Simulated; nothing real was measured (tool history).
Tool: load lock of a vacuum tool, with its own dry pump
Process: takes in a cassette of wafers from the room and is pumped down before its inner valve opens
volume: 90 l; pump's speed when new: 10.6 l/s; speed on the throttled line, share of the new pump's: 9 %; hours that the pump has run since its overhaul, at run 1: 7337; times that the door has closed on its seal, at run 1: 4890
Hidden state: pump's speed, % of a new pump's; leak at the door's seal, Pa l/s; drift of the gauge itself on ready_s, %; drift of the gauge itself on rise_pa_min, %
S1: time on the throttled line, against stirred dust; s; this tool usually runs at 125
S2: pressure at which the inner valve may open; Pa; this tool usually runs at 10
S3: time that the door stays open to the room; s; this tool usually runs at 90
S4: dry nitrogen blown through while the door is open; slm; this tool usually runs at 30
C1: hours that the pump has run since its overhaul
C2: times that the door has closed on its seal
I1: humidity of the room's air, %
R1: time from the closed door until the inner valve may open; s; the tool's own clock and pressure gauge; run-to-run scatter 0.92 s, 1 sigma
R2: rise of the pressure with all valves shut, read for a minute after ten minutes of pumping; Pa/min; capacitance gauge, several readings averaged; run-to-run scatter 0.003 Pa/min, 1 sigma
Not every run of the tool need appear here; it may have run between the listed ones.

run	hour	S1	S2	S3	S4	C1	C2	I1	R1	R2
1	0	125	10	90	30	7337	4890	43.5	198.2	0.038
2	90.7	125	10	197	30	7428	5022	42.1	199.8	0.072
3	212.7	125	10	197	30	7550	5199	44.9	198.4	0.079
4	286.2	125	10	197	30	7623	5306	43.7	196.7	0.072
5	406.7	125	10	90	30	7744	5481	45.1	198.3	0.049
6	491.2	125	10	90	30	7828	5603	44	196.3	0.043
7	542.8	125	10	90	30	7880	5678	45.6	196.6	0.041
8	610.4	125	10	90	30	7947	5777	45.2	196.8	0.047
9	721.1	125	17	90	30	8058	5937	45.7	194	0.046
10	776.2	162	10	90	30	8113	6017	43.2	232.7	0.038
11	895.8	84	10	90	12	8233	6191	46.1	160.8	0.068
12	961.5	172	13	44	12	8298	6286	42.7	236.1	0.037
13	1028.4	172	13	123	12	8365	6383	46.9	238.7	0.083
14	1089.1	172	13	123	12	8426	6472	44.2	237.2	0.076
15	1162.6	159	10	90	5	8499	6578	43.7	227.3	0.081
16	1251.2	83	9	90	29	8588	6707	46.7	159.4	0.05
17	1343.6	117	9	47	4	8680	6841	43.6	192.5	0.06

Alternative continuations, all from the tool just after run 17; predict every row:
A	1458	92	17	156	4	8795	7007	45.8	?	?
B	1458	117	9	47	24	8795	7007	42.1	?	?
C	1458	132	17	223	4	8795	7007	45.2	?	?
D	1458	68	8	68	30	8795	7007	43.5	?	?

run	R1	R2
A	164.9	0.109
B	192.5	0.035
C	199.6	0.135
D	147.7	0.038
The same runs, with their run-to-run variation unchanged, on a tool lacking any hidden condition would have given:
run	R1	R2
A	159.5	0.105
B	187	0.031
C	194.6	0.131
D	141.8	0.033
